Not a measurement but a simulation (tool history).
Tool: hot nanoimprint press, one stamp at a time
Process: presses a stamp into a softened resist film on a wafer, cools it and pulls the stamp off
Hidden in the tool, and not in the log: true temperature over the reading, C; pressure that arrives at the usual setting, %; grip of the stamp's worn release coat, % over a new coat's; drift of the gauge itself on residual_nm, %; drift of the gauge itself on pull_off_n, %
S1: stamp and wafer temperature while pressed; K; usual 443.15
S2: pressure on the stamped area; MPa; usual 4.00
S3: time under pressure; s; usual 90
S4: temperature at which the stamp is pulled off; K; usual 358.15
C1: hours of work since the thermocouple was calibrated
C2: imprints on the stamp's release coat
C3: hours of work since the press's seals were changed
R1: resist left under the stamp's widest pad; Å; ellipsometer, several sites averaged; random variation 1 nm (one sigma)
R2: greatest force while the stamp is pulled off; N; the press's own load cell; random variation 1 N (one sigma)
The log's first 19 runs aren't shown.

run 20 hour=319.2 | S1=443.15 S2=4.00 S3=55 S4=361.15 | C1=254 C2=504 C3=616 | R1=1798 R2=143
run 21 hour=335.6 | S1=443.15 S2=4.00 S3=55 S4=361.15 | C1=262 C2=537 C3=624 | R1=1800 R2=144
run 22 hour=347.6 | S1=441.15 S2=4.73 S3=50 S4=358.15 | C1=268 C2=560 C3=630 | R1=1886 R2=152
run 23 hour=362.8 | S1=443.15 S2=3.98 S3=163 S4=358.15 | C1=275 C2=590 C3=637 | R1=1314 R2=150
run 24 hour=374.9 | S1=453.15 S2=3.98 S3=163 S4=358.15 | C1=281 C2=614 C3=643 | R1=772 R2=153
run 25 hour=394.3 | S1=438.15 S2=3.10 S3=84 S4=358.15 | C1=291 C2=653 C3=653 | R1=2074 R2=152
-- hour=416.5 stamp cleaned and given a new release coat
run 26 hour=422.7 | S1=443.15 S2=3.01 S3=90 S4=358.15 | C1=302 C2=12 C3=664 | R1=1743 R2=139
run 27 hour=447.5 | S1=443.15 S2=4.00 S3=90 S4=356.15 | C1=315 C2=61 C3=677 | R1=1595 R2=145

The next listed run, before its measurement:
run 28 hour=459.5 | S1=448.15 S2=4.00 S3=55 S4=355.15 | C1=321 C2=84 C3=683 | R1=? R2=?

{"run 28": {"R1": 1493, "R2": 147}}
Without the tool's hidden state the same run would have given R1 1388 Å, R2 144 N.
